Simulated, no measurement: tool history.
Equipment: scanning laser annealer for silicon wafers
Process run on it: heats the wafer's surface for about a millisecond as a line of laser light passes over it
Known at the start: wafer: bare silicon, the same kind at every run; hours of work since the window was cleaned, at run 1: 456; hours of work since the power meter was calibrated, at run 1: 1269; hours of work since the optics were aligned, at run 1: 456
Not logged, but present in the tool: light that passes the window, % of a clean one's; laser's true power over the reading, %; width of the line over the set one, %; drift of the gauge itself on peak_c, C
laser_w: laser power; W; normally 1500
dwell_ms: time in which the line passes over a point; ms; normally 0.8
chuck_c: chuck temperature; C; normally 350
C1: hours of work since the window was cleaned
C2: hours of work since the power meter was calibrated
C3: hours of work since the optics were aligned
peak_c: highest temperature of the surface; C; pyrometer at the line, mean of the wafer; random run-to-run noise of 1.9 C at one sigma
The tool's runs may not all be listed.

run 1 hour=0 | laser_w=1500 dwell_ms=0.8 chuck_c=350 | C1=456 C2=1269 C3=456 | peak_c=1156
run 2 hour=25.6 | laser_w=1500 dwell_ms=0.8 chuck_c=350 | C1=475 C2=1288 C3=475 | peak_c=1153
run 3 hour=58.9 | laser_w=1500 dwell_ms=0.8 chuck_c=350 | C1=500 C2=1313 C3=500 | peak_c=1152
run 4 hour=79 | laser_w=1500 dwell_ms=0.944 chuck_c=350 | C1=515 C2=1328 C3=515 | peak_c=1224
run 5 hour=116.6 | laser_w=1500 dwell_ms=0.944 chuck_c=350 | C1=543 C2=1356 C3=543 | peak_c=1224
run 6 hour=154 | laser_w=1500 dwell_ms=0.895 chuck_c=350 | C1=571 C2=1384 C3=571 | peak_c=1196
run 7 hour=187.2 | laser_w=1500 dwell_ms=0.8 chuck_c=373 | C1=596 C2=1409 C3=596 | peak_c=1168
run 8 hour=226.3 | laser_w=1500 dwell_ms=0.8 chuck_c=373 | C1=625 C2=1438 C3=625 | peak_c=1164
-- hour=251.2 window over the wafer cleaned
run 9 hour=266.6 | laser_w=1500 dwell_ms=0.8 chuck_c=373 | C1=12 C2=1467 C3=654 | peak_c=1199
run 10 hour=305.8 | laser_w=1533 dwell_ms=0.821 chuck_c=315 | C1=41 C2=1496 C3=683 | peak_c=1168
run 11 hour=326.4 | laser_w=1533 dwell_ms=0.821 chuck_c=315 | C1=56 C2=1512 C3=699 | peak_c=1164
run 12 hour=363.6 | laser_w=1533 dwell_ms=0.821 chuck_c=315 | C1=84 C2=1540 C3=727 | peak_c=1163
run 13 hour=412 | laser_w=1500 dwell_ms=0.805 chuck_c=321 | C1=121 C2=1576 C3=763 | peak_c=1140

5 options for the next run, each taken on its own from the tool as it stands now. Forecast them:
run A hour=447.4 | laser_w=1596 dwell_ms=0.671 chuck_c=349 | C1=147 C2=1603 C3=790 | peak_c=?
run B hour=447.4 | laser_w=1500 dwell_ms=0.635 chuck_c=318 | C1=147 C2=1603 C3=790 | peak_c=?
run C hour=447.4 | laser_w=1519 dwell_ms=0.805 chuck_c=321 | C1=147 C2=1603 C3=790 | peak_c=?
run D hour=447.4 | laser_w=1468 dwell_ms=0.923 chuck_c=311 | C1=147 C2=1603 C3=790 | peak_c=?
run E hour=447.4 | laser_w=1500 dwell_ms=0.805 chuck_c=378 | C1=147 C2=1603 C3=790 | peak_c=?

run=A peak_c=1137
run=B peak_c=1039
run=C peak_c=1150
run=D peak_c=1177
run=E peak_c=1197
Without the tool's unlogged condition, the same runs would have read:
run=A peak_c=1167
run=B peak_c=1067
run=C peak_c=1182
run=D peak_c=1210
run=E peak_c=1229
